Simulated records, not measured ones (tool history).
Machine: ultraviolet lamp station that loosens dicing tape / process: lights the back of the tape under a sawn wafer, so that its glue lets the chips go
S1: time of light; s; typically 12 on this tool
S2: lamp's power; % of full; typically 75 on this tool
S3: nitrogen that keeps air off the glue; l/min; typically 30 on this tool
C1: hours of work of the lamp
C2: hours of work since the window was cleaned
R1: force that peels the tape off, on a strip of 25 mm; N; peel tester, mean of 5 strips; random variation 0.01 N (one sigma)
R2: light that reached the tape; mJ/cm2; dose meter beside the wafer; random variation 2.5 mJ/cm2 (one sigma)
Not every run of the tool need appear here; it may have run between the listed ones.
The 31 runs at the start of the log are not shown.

run,hour,S1,S2,S3,C1,C2,R1,R2
32,741.4,19,75,44,911,563,0.219,387
33,772.9,22,84,30,933,585,0.189,495
34,803.6,12,95,32,954,606,0.352,306
35,823.7,12,95,32,968,620,0.374,302
36,850.1,22,75,38,986,638,0.195,436
37,879.5,17,68,13,1006,658,0.647,307
38,913.2,23,75,30,1029,681,0.221,457
# hour 933: window cleaned of glue's vapour
39,938.7,10,66,52,1046,4,0.918,178
40,957.3,10,75,24,1059,17,0.998,205
41,981.8,10,75,24,1076,34,1.001,206
42,1004.5,11,66,35,1092,49,0.932,196

5 options for the next run, each taken on its own from the tool as it stands now. Forecast them:
A,1020.5,8,82,47,1103,60,?,?
B,1020.5,11,68,35,1103,60,?,?
C,1020.5,11,73,37,1103,60,?,?
D,1020.5,22,73,25,1103,60,?,?
E,1020.5,15,91,52,1103,60,?,?

run,R1,R2
A,1.014,180
B,0.836,207
C,0.743,220
D,0.226,437
E,0.224,372
The same runs, with their run-to-run variation unchanged, on a tool lacking any hidden condition would have given:
run,R1,R2
A,0.715,213
B,0.581,245
C,0.517,261
D,0.189,518
E,0.189,441
